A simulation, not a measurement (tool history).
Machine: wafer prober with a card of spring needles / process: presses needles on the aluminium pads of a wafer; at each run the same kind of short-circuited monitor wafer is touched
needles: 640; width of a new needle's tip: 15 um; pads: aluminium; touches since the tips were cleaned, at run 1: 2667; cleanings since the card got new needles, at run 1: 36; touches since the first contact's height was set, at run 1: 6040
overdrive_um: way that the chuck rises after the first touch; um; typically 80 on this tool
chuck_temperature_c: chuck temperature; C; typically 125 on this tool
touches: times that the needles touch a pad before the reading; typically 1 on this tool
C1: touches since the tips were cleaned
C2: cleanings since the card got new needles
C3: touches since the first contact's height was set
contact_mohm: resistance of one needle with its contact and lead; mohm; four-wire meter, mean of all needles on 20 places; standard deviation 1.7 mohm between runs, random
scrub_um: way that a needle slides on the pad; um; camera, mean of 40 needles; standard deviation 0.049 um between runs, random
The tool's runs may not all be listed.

{"run": 1, "day": 0.0, "overdrive_um": 80, "chuck_temperature_c": 125, "touches": 1, "C1": 2667, "C2": 36, "C3": 6040, "contact_mohm": 165, "scrub_um": 15.97}
{"day": 0.05, "done": "tips cleaned on abrasive film"}
{"run": 2, "day": 0.508, "overdrive_um": 80, "chuck_temperature_c": 125, "touches": 1, "C1": 1696, "C2": 37, "C3": 7911, "contact_mohm": 166, "scrub_um": 15.94}
{"day": 0.854, "done": "tips cleaned on abrasive film"}
{"run": 3, "day": 1.146, "overdrive_um": 80, "chuck_temperature_c": 125, "touches": 1, "C1": 1072, "C2": 38, "C3": 10257, "contact_mohm": 166, "scrub_um": 15.96}
{"day": 1.638, "done": "tips cleaned on abrasive film"}
{"run": 4, "day": 1.871, "overdrive_um": 80, "chuck_temperature_c": 125, "touches": 1, "C1": 861, "C2": 39, "C3": 12935, "contact_mohm": 162, "scrub_um": 15.96}
{"day": 2.383, "done": "tips cleaned on abrasive film"}
{"run": 5, "day": 2.721, "overdrive_um": 80, "chuck_temperature_c": 125, "touches": 1, "C1": 1250, "C2": 40, "C3": 16076, "contact_mohm": 168, "scrub_um": 16.07}
{"day": 3.158, "done": "tips cleaned on abrasive film"}
{"run": 6, "day": 3.279, "overdrive_um": 80, "chuck_temperature_c": 125, "touches": 1, "C1": 449, "C2": 41, "C3": 18124, "contact_mohm": 164, "scrub_um": 16.01}
{"run": 7, "day": 3.817, "overdrive_um": 80, "chuck_temperature_c": 125, "touches": 1, "C1": 2455, "C2": 41, "C3": 20130, "contact_mohm": 164, "scrub_um": 16.07}
{"day": 3.933, "done": "tips cleaned on abrasive film"}
{"run": 8, "day": 4.467, "overdrive_um": 80, "chuck_temperature_c": 125, "touches": 1, "C1": 1971, "C2": 42, "C3": 22517, "contact_mohm": 166, "scrub_um": 16.14}
{"day": 4.688, "done": "tips cleaned on abrasive film"}
{"run": 9, "day": 4.892, "overdrive_um": 80, "chuck_temperature_c": 125, "touches": 1, "C1": 745, "C2": 43, "C3": 24075, "contact_mohm": 165, "scrub_um": 16.12}
{"day": 5.504, "done": "tips cleaned on abrasive film"}
{"run": 10, "day": 5.842, "overdrive_um": 80, "chuck_temperature_c": 125, "touches": 1, "C1": 1243, "C2": 44, "C3": 27587, "contact_mohm": 166, "scrub_um": 16.1}
{"day": 6.325, "done": "tips cleaned on abrasive film"}
{"run": 11, "day": 6.804, "overdrive_um": 80, "chuck_temperature_c": 28, "touches": 1, "C1": 1782, "C2": 45, "C3": 31148, "contact_mohm": 151, "scrub_um": 16.15}
{"day": 7.108, "done": "tips cleaned on abrasive film"}
{"run": 12, "day": 7.658, "overdrive_um": 80, "chuck_temperature_c": 28, "touches": 1, "C1": 2038, "C2": 46, "C3": 34301, "contact_mohm": 150, "scrub_um": 16.15}
{"day": 7.875, "done": "tips cleaned on abrasive film"}
{"run": 13, "day": 8.162, "overdrive_um": 86, "chuck_temperature_c": 28, "touches": 1, "C1": 1073, "C2": 47, "C3": 36160, "contact_mohm": 150, "scrub_um": 17.35}
{"day": 8.612, "done": "tips cleaned on abrasive film"}
{"run": 14, "day": 9.133, "overdrive_um": 86, "chuck_temperature_c": 28, "touches": 1, "C1": 1932, "C2": 48, "C3": 39749, "contact_mohm": 148, "scrub_um": 17.42}
{"day": 9.4, "done": "tips cleaned on abrasive film"}
{"run": 15, "day": 9.858, "overdrive_um": 75, "chuck_temperature_c": 125, "touches": 1, "C1": 1692, "C2": 49, "C3": 42417, "contact_mohm": 165, "scrub_um": 15.24}
{"day": 10.158, "done": "tips cleaned on abrasive film"}
{"run": 16, "day": 10.679, "overdrive_um": 80, "chuck_temperature_c": 125, "touches": 1, "C1": 1935, "C2": 50, "C3": 45451, "contact_mohm": 165, "scrub_um": 16.22}
{"day": 10.917, "done": "tips cleaned on abrasive film"}
{"day": 11.667, "done": "tips cleaned on abrasive film"}
{"run": 17, "day": 11.667, "overdrive_um": 77, "chuck_temperature_c": 125, "touches": 1, "C1": 0, "C2": 52, "C3": 49087, "contact_mohm": 168, "scrub_um": 15.58}
{"day": 12.417, "done": "tips cleaned on abrasive film"}
{"run": 18, "day": 12.546, "overdrive_um": 73, "chuck_temperature_c": 125, "touches": 1, "C1": 470, "C2": 53, "C3": 52324, "contact_mohm": 168, "scrub_um": 14.95}
{"run": 19, "day": 13.029, "overdrive_um": 73, "chuck_temperature_c": 125, "touches": 1, "C1": 2274, "C2": 53, "C3": 54128, "contact_mohm": 167, "scrub_um": 14.93}
{"day": 13.188, "done": "gauge calibrated"}
{"day": 13.192, "done": "tips cleaned on abrasive film"}
{"run": 20, "day": 13.608, "overdrive_um": 90, "chuck_temperature_c": 106, "touches": 1, "C1": 1552, "C2": 54, "C3": 56262, "contact_mohm": 164, "scrub_um": 17.92}
{"day": 13.942, "done": "tips cleaned on abrasive film"}
{"run": 21, "day": 14.121, "overdrive_um": 90, "chuck_temperature_c": 106, "touches": 1, "C1": 669, "C2": 55, "C3": 58140, "contact_mohm": 162, "scrub_um": 18.02}
{"day": 14.712, "done": "tips cleaned on abrasive film"}
{"run": 22, "day": 14.779, "overdrive_um": 90, "chuck_temperature_c": 106, "touches": 1, "C1": 246, "C2": 56, "C3": 60570, "contact_mohm": 160, "scrub_um": 18}
{"run": 23, "day": 15.279, "overdrive_um": 80, "chuck_temperature_c": 125, "touches": 3, "C1": 2098, "C2": 56, "C3": 62422, "contact_mohm": 165, "scrub_um": 15.94}
{"day": 15.45, "done": "tips cleaned on abrasive film"}
{"day": 16.212, "done": "tips cleaned on abrasive film"}
{"run": 24, "day": 16.267, "overdrive_um": 75, "chuck_temperature_c": 125, "touches": 1, "C1": 197, "C2": 58, "C3": 66059, "contact_mohm": 168, "scrub_um": 15.05}
{"day": 16.958, "done": "tips cleaned on abrasive film"}
{"run": 25, "day": 17.229, "overdrive_um": 80, "chuck_temperature_c": 125, "touches": 3, "C1": 1001, "C2": 59, "C3": 69615, "contact_mohm": 168, "scrub_um": 16.06}
{"day": 17.725, "done": "tips cleaned on abrasive film"}
{"run": 26, "day": 17.996, "overdrive_um": 80, "chuck_temperature_c": 125, "touches": 3, "C1": 995, "C2": 60, "C3": 72439, "contact_mohm": 166, "scrub_um": 16.07}
{"day": 18.504, "done": "tips cleaned on abrasive film"}
{"run": 27, "day": 18.862, "overdrive_um": 80, "chuck_temperature_c": 45, "touches": 3, "C1": 1317, "C2": 61, "C3": 75637, "contact_mohm": 155, "scrub_um": 16.05}
{"day": 19.271, "done": "tips cleaned on abrasive film"}
{"run": 28, "day": 19.75, "overdrive_um": 80, "chuck_temperature_c": 36, "touches": 1, "C1": 1777, "C2": 62, "C3": 78927, "contact_mohm": 151, "scrub_um": 16.16}
{"day": 20.075, "done": "tips cleaned on abrasive film"}
{"run": 29, "day": 20.229, "overdrive_um": 67, "chuck_temperature_c": 37, "touches": 1, "C1": 573, "C2": 63, "C3": 80678, "contact_mohm": 153, "scrub_um": 13.55}
{"run": 30, "day": 20.75, "overdrive_um": 99, "chuck_temperature_c": 98, "touches": 1, "C1": 2511, "C2": 63, "C3": 82616, "contact_mohm": 160, "scrub_um": 20.02}

Run 31 is up next; what results do you expect?
{"day": 20.833, "done": "tips cleaned on abrasive film"}
{"run": 31, "day": 21.512, "overdrive_um": 79, "chuck_temperature_c": 48, "touches": 1, "C1": 2513, "C2": 64, "C3": 85422, "contact_mohm": "?", "scrub_um": "?"}

contact_mohm: 154 mohm
scrub_um: 15.91 um
Without the tool's hidden state the same run would have given contact_mohm 154 mohm, scrub_um 15.68 um.
